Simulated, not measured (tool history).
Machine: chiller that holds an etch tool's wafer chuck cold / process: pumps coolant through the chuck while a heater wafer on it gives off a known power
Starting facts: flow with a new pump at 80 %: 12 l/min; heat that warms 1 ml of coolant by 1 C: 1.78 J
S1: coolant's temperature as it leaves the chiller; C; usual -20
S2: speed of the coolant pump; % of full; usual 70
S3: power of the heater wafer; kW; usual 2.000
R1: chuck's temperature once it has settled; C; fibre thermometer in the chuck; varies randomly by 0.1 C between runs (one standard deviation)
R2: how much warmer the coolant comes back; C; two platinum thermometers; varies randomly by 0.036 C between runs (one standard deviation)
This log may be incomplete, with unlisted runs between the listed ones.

run 1 hour=0.0 | S1=-20 S2=70 S3=2.000 | R1=5.8 R2=6.50
run 2 hour=32.8 | S1=-20 S2=70 S3=2.000 | R1=5.7 R2=6.54
run 3 hour=56.0 | S1=-20 S2=70 S3=2.000 | R1=5.8 R2=6.51
run 4 hour=87.9 | S1=-20 S2=70 S3=2.435 | R1=11.3 R2=7.88
run 5 hour=111.5 | S1=-20 S2=70 S3=2.435 | R1=11.4 R2=7.96
run 6 hour=128.4 | S1=-20 S2=70 S3=2.435 | R1=11.3 R2=7.85
run 7 hour=148.5 | S1=-20 S2=70 S3=2.435 | R1=11.4 R2=7.91
run 8 hour=174.4 | S1=-20 S2=70 S3=2.435 | R1=11.3 R2=7.85
run 9 hour=192.0 | S1=-20 S2=70 S3=2.435 | R1=11.3 R2=7.96
run 10 hour=221.8 | S1=-20 S2=70 S3=2.435 | R1=11.4 R2=7.93
run 11 hour=245.0 | S1=-20 S2=70 S3=2.000 | R1=5.8 R2=6.52
run 12 hour=278.2 | S1=-16 S2=66 S3=1.365 | R1=2.3 R2=4.69
run 13 hour=295.9 | S1=-18 S2=83 S3=1.858 | R1=3.2 R2=5.05
run 14 hour=312.6 | S1=-18 S2=83 S3=1.858 | R1=3.0 R2=5.04
run 15 hour=332.9 | S1=-18 S2=83 S3=1.531 | R1=-0.5 R2=4.15
run 16 hour=364.2 | S1=-18 S2=83 S3=1.531 | R1=-0.6 R2=4.07
run 17 hour=381.2 | S1=-16 S2=90 S3=1.154 | R1=-3.7 R2=2.81
run 18 hour=404.1 | S1=-16 S2=90 S3=1.154 | R1=-3.7 R2=2.88
run 19 hour=429.2 | S1=-16 S2=70 S3=1.154 | R1=-1.1 R2=3.79
run 20 hour=452.0 | S1=-16 S2=70 S3=1.154 | R1=-1.0 R2=3.72
run 21 hour=480.7 | S1=-26 S2=64 S3=1.436 | R1=-6.3 R2=5.14
run 22 hour=504.8 | S1=-26 S2=64 S3=1.436 | R1=-6.3 R2=5.13

What if the next run were any one of these 4? Each begins from the tool's condition after run 22:
run A hour=521.2 | S1=-20 S2=69 S3=2.666 | R1=? R2=?
run B hour=521.2 | S1=-20 S2=89 S3=2.000 | R1=? R2=?
run C hour=521.2 | S1=-29 S2=97 S3=1.063 | R1=? R2=?
run D hour=521.2 | S1=-20 S2=99 S3=2.000 | R1=? R2=?

run=A R1=14.7 R2=8.81
run=B R1=1.7 R2=5.01
run=C R1=-18.2 R2=2.39
run=D R1=-0.2 R2=4.44
With no hidden state in the tool, these same runs would have given:
run=A R1=14.6 R2=8.81
run=B R1=1.7 R2=5.01
run=C R1=-18.2 R2=2.39
run=D R1=-0.2 R2=4.44
